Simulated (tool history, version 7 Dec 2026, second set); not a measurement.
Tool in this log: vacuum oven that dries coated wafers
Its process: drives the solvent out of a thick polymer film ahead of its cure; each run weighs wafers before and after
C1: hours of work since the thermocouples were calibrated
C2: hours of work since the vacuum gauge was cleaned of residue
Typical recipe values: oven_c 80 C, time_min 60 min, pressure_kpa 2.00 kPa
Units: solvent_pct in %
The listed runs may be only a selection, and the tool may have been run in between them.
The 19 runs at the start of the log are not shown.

{"day": 23.067, "done": "oven's thermocouples calibrated"}
{"run": 20, "day": 23.425, "oven_c": 80, "time_min": 37, "pressure_kpa": 2.0, "C1": 6, "C2": 1388, "solvent_pct": 5.13}
{"run": 21, "day": 24.346, "oven_c": 77, "time_min": 37, "pressure_kpa": 1.9, "C1": 22, "C2": 1404, "solvent_pct": 6.13}
{"run": 22, "day": 25.321, "oven_c": 77, "time_min": 37, "pressure_kpa": 1.9, "C1": 39, "C2": 1421, "solvent_pct": 6.37}
{"run": 23, "day": 26.079, "oven_c": 79, "time_min": 80, "pressure_kpa": 4.1, "C1": 52, "C2": 1435, "solvent_pct": 3.09}
{"run": 24, "day": 27.279, "oven_c": 80, "time_min": 55, "pressure_kpa": 3.31, "C1": 73, "C2": 1455, "solvent_pct": 3.7}
{"run": 25, "day": 29.054, "oven_c": 77, "time_min": 33, "pressure_kpa": 1.35, "C1": 104, "C2": 1486, "solvent_pct": 6.8}
{"run": 26, "day": 30.333, "oven_c": 70, "time_min": 60, "pressure_kpa": 6.69, "C1": 126, "C2": 1509, "solvent_pct": 9.15}
{"run": 27, "day": 31.854, "oven_c": 70, "time_min": 60, "pressure_kpa": 6.69, "C1": 153, "C2": 1535, "solvent_pct": 9.37}
{"run": 28, "day": 33.488, "oven_c": 70, "time_min": 60, "pressure_kpa": 6.69, "C1": 181, "C2": 1563, "solvent_pct": 9.15}
{"run": 29, "day": 34.504, "oven_c": 78, "time_min": 70, "pressure_kpa": 5.28, "C1": 199, "C2": 1581, "solvent_pct": 4.52}
{"run": 30, "day": 35.596, "oven_c": 78, "time_min": 70, "pressure_kpa": 5.28, "C1": 218, "C2": 1600, "solvent_pct": 4.38}
{"run": 31, "day": 36.325, "oven_c": 80, "time_min": 75, "pressure_kpa": 2.11, "C1": 231, "C2": 1613, "solvent_pct": 1.89}
{"run": 32, "day": 37.446, "oven_c": 80, "time_min": 75, "pressure_kpa": 2.11, "C1": 250, "C2": 1632, "solvent_pct": 2.04}
{"run": 33, "day": 38.683, "oven_c": 80, "time_min": 97, "pressure_kpa": 5.98, "C1": 272, "C2": 1654, "solvent_pct": 3.53}
{"run": 34, "day": 39.517, "oven_c": 80, "time_min": 97, "pressure_kpa": 5.98, "C1": 286, "C2": 1668, "solvent_pct": 3.68}
{"run": 35, "day": 41.204, "oven_c": 80, "time_min": 97, "pressure_kpa": 5.98, "C1": 315, "C2": 1698, "solvent_pct": 3.66}
{"run": 36, "day": 42.438, "oven_c": 87, "time_min": 47, "pressure_kpa": 3.3, "C1": 337, "C2": 1719, "solvent_pct": 2.55}
{"run": 37, "day": 44.092, "oven_c": 71, "time_min": 47, "pressure_kpa": 6.48, "C1": 366, "C2": 1748, "solvent_pct": 9.85}
{"run": 38, "day": 45.408, "oven_c": 80, "time_min": 103, "pressure_kpa": 3.21, "C1": 389, "C2": 1771, "solvent_pct": 1.97}
{"day": 46.892, "done": "vacuum gauge cleaned of residue and calibrated"}
{"run": 39, "day": 46.892, "oven_c": 85, "time_min": 33, "pressure_kpa": 4.08, "C1": 413, "C2": 0, "solvent_pct": 4.91}

What if the next run were any one of these 5? Each begins from the tool's condition after run 39:
{"run": "A", "day": 47.967, "oven_c": 69, "time_min": 41, "pressure_kpa": 4.15, "C1": 432, "C2": 19, "solvent_pct": "?"}
{"run": "B", "day": 47.967, "oven_c": 79, "time_min": 60, "pressure_kpa": 3.9, "C1": 432, "C2": 19, "solvent_pct": "?"}
{"run": "C", "day": 47.967, "oven_c": 93, "time_min": 37, "pressure_kpa": 2.62, "C1": 432, "C2": 19, "solvent_pct": "?"}
{"run": "D", "day": 47.967, "oven_c": 83, "time_min": 39, "pressure_kpa": 3.82, "C1": 432, "C2": 19, "solvent_pct": "?"}
{"run": "E", "day": 47.967, "oven_c": 84, "time_min": 35, "pressure_kpa": 7.62, "C1": 432, "C2": 19, "solvent_pct": "?"}

run=A solvent_pct=10.39
run=B solvent_pct=4.02
run=C solvent_pct=1.84
run=D solvent_pct=4.57
run=E solvent_pct=6.40
Stripped of hidden state, with their random variation kept, the same runs would have yielded:
run=A solvent_pct=10.38
run=B solvent_pct=4.01
run=C solvent_pct=1.84
run=D solvent_pct=4.56
run=E solvent_pct=6.39

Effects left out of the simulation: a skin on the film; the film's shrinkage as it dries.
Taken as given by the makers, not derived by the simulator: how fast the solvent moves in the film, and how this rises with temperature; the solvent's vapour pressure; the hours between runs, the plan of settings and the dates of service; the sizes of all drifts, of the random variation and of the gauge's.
